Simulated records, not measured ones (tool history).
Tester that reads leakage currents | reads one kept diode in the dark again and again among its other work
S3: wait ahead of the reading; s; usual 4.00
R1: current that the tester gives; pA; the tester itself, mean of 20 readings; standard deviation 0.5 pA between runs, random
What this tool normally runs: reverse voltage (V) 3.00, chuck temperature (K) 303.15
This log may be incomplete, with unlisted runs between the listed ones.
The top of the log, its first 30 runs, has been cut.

run 31 hour=5805.8 | reverse_voltage_(V)=7.68 chuck_temperature_(K)=324.15 S3=2.29 | R1=1060.89
run 32 hour=5984.4 | reverse_voltage_(V)=3.00 chuck_temperature_(K)=303.15 S3=1.78 | R1=168.79
run 33 hour=6107.9 | reverse_voltage_(V)=3.00 chuck_temperature_(K)=303.15 S3=1.78 | R1=169.68
run 34 hour=6239.1 | reverse_voltage_(V)=3.00 chuck_temperature_(K)=310.15 S3=9.57 | R1=285.02
run 35 hour=6480.3 | reverse_voltage_(V)=1.73 chuck_temperature_(K)=303.15 S3=2.00 | R1=137.94
run 36 hour=6758.9 | reverse_voltage_(V)=1.23 chuck_temperature_(K)=309.15 S3=0.81 | R1=187.01
run 37 hour=6931.9 | reverse_voltage_(V)=11.36 chuck_temperature_(K)=295.15 S3=0.76 | R1=163.91
run 38 hour=7199.9 | reverse_voltage_(V)=11.36 chuck_temperature_(K)=325.15 S3=0.76 | R1=1379.49

3 options for the next run, each taken on its own from the tool as it stands now. Forecast them:
run A hour=7421.4 | reverse_voltage_(V)=3.62 chuck_temperature_(K)=303.15 S3=4.00 | R1=?
run B hour=7421.4 | reverse_voltage_(V)=11.36 chuck_temperature_(K)=325.15 S3=0.46 | R1=?
run C hour=7421.4 | reverse_voltage_(V)=11.56 chuck_temperature_(K)=311.15 S3=4.00 | R1=?

run=A R1=190.15
run=B R1=1382.91
run=C R1=539.81
With no hidden state in the tool, these same runs would have given:
run=A R1=180.16
run=B R1=1326.14
run=C R1=513.11
